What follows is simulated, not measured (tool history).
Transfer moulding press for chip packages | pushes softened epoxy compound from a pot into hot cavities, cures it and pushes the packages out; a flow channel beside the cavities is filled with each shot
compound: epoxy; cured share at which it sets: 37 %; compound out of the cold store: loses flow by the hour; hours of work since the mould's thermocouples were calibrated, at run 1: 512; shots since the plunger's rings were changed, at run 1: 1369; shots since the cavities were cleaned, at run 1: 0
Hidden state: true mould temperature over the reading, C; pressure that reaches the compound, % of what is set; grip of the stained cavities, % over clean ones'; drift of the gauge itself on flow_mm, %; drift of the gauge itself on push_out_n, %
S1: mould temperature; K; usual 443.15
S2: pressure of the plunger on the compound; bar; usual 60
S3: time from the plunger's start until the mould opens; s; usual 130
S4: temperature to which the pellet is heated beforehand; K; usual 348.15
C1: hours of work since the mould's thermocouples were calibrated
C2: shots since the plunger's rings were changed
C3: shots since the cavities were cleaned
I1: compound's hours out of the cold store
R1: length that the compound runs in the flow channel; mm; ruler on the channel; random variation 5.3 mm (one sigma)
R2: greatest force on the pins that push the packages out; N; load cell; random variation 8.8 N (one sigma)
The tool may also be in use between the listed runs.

run 1 hour=0 | S1=443.15 S2=60 S3=130 S4=348.15 | C1=512 C2=1369 C3=0 | I1=22.8 | R1=588 R2=406
run 2 hour=45.2 | S1=443.15 S2=60 S3=130 S4=348.15 | C1=533 C2=1689 C3=320 | I1=35.2 | R1=561 R2=492
run 3 hour=79 | S1=442.15 S2=60 S3=130 S4=348.15 | C1=548 C2=1928 C3=559 | I1=16.9 | R1=601 R2=549
-- hour=111.9 cavities cleaned with cleaning compound and waxed
run 4 hour=111.9 | S1=442.15 S2=60 S3=130 S4=348.15 | C1=562 C2=2150 C3=0 | I1=42.2 | R1=534 R2=397
run 5 hour=160.2 | S1=442.15 S2=60 S3=130 S4=348.15 | C1=584 C2=2493 C3=343 | I1=39.9 | R1=538 R2=487
run 6 hour=187.9 | S1=442.15 S2=60 S3=130 S4=348.15 | C1=597 C2=2689 C3=539 | I1=39.3 | R1=540 R2=530
-- hour=222.9 cavities cleaned with cleaning compound and waxed
run 7 hour=226.1 | S1=442.15 S2=60 S3=130 S4=348.15 | C1=614 C2=2948 C3=22 | I1=23.3 | R1=566 R2=416
-- hour=272.1 mould's thermocouples calibrated
run 8 hour=272.1 | S1=442.15 S2=60 S3=130 S4=348.15 | C1=0 C2=3261 C3=335 | I1=30.5 | R1=561 R2=523
run 9 hour=318.7 | S1=442.15 S2=60 S3=130 S4=348.15 | C1=21 C2=3590 C3=664 | I1=32.5 | R1=546 R2=579
-- hour=338.6 cavities cleaned with cleaning compound and waxed
run 10 hour=381.8 | S1=442.15 S2=60 S3=130 S4=348.15 | C1=49 C2=4026 C3=305 | I1=10.9 | R1=605 R2=534
run 11 hour=418.3 | S1=443.15 S2=60 S3=126 S4=348.15 | C1=66 C2=4285 C3=564 | I1=10 | R1=586 R2=582
-- hour=452.8 cavities cleaned with cleaning compound and waxed
run 12 hour=455.9 | S1=443.15 S2=60 S3=126 S4=348.15 | C1=82 C2=4541 C3=22 | I1=47.3 | R1=502 R2=425
run 13 hour=515.6 | S1=443.15 S2=60 S3=126 S4=348.15 | C1=110 C2=4964 C3=445 | I1=21 | R1=565 R2=556
-- hour=565.4 cavities cleaned with cleaning compound and waxed
run 14 hour=570.5 | S1=444.15 S2=60 S3=130 S4=348.15 | C1=134 C2=5341 C3=36 | I1=44 | R1=507 R2=397
run 15 hour=604.8 | S1=444.15 S2=60 S3=130 S4=348.15 | C1=149 C2=5585 C3=280 | I1=36.6 | R1=514 R2=443
run 16 hour=645.1 | S1=437.15 S2=48 S3=160 S4=350.15 | C1=168 C2=5870 C3=565 | I1=20 | R1=507 R2=553
-- hour=678.6 cavities cleaned with cleaning compound and waxed
run 17 hour=696.6 | S1=437.15 S2=60.3 S3=160 S4=357.15 | C1=191 C2=6224 C3=127 | I1=44.6 | R1=505 R2=424
-- hour=738.9 plunger's sealing rings changed
run 18 hour=753.9 | S1=437.15 S2=47 S3=160 S4=352.15 | C1=216 C2=106 C3=515 | I1=17.7 | R1=554 R2=510
-- hour=792.6 cavities cleaned with cleaning compound and waxed
run 19 hour=810.4 | S1=450.15 S2=57.9 S3=133 S4=344.15 | C1=241 C2=495 C3=126 | I1=30.1 | R1=563 R2=349
run 20 hour=844.4 | S1=437.15 S2=73.5 S3=130 S4=346.15 | C1=256 C2=737 C3=368 | I1=36 | R1=640 R2=665
run 21 hour=900.8 | S1=437.15 S2=73.5 S3=130 S4=346.15 | C1=282 C2=1136 C3=767 | I1=34.6 | R1=635 R2=785
-- hour=906.3 cavities cleaned with cleaning compound and waxed
run 22 hour=958.4 | S1=437.15 S2=73.5 S3=130 S4=346.15 | C1=307 C2=1533 C3=369 | I1=29.4 | R1=657 R2=707
run 23 hour=1005.5 | S1=436.15 S2=57 S3=128 S4=349.15 | C1=329 C2=1866 C3=702 | I1=36 | R1=553 R2=848
-- hour=1022.5 cavities cleaned with cleaning compound and waxed
run 24 hour=1048 | S1=439.15 S2=70.1 S3=128 S4=349.15 | C1=347 C2=2157 C3=181 | I1=40.7 | R1=589 R2=550
run 25 hour=1077.3 | S1=439.15 S2=70.1 S3=128 S4=349.15 | C1=361 C2=2364 C3=388 | I1=41.8 | R1=589 R2=599
-- hour=1135.4 cavities cleaned with cleaning compound and waxed
run 26 hour=1142.7 | S1=443.15 S2=60 S3=132 S4=345.15 | C1=390 C2=2817 C3=52 | I1=9.6 | R1=606 R2=441
run 27 hour=1195 | S1=443.15 S2=51.9 S3=122 S4=345.15 | C1=414 C2=3187 C3=422 | I1=25.2 | R1=532 R2=565
-- hour=1248.7 cavities cleaned with cleaning compound and waxed
run 28 hour=1257.8 | S1=442.15 S2=60 S3=118 S4=341.15 | C1=442 C2=3621 C3=64 | I1=35.1 | R1=540 R2=520

3 ways to go on from here, each from the tool as it stands after run 28. What would each give?
run A hour=1321.1 | S1=443.15 S2=60 S3=127 S4=344.15 | C1=470 C2=4070 C3=513 | I1=19.5 | R1=? R2=?
run B hour=1321.1 | S1=443.15 S2=60 S3=166 S4=348.15 | C1=470 C2=4070 C3=513 | I1=46.1 | R1=? R2=?
run C hour=1321.1 | S1=442.15 S2=60 S3=127 S4=354.15 | C1=470 C2=4070 C3=513 | I1=31.5 | R1=? R2=?

run=A R1=568 R2=539
run=B R1=508 R2=425
run=C R1=541 R2=546
Without the tool's hidden state the same runs would have given:
run=A R1=609 R2=431
run=B R1=544 R2=327
run=C R1=580 R2=437
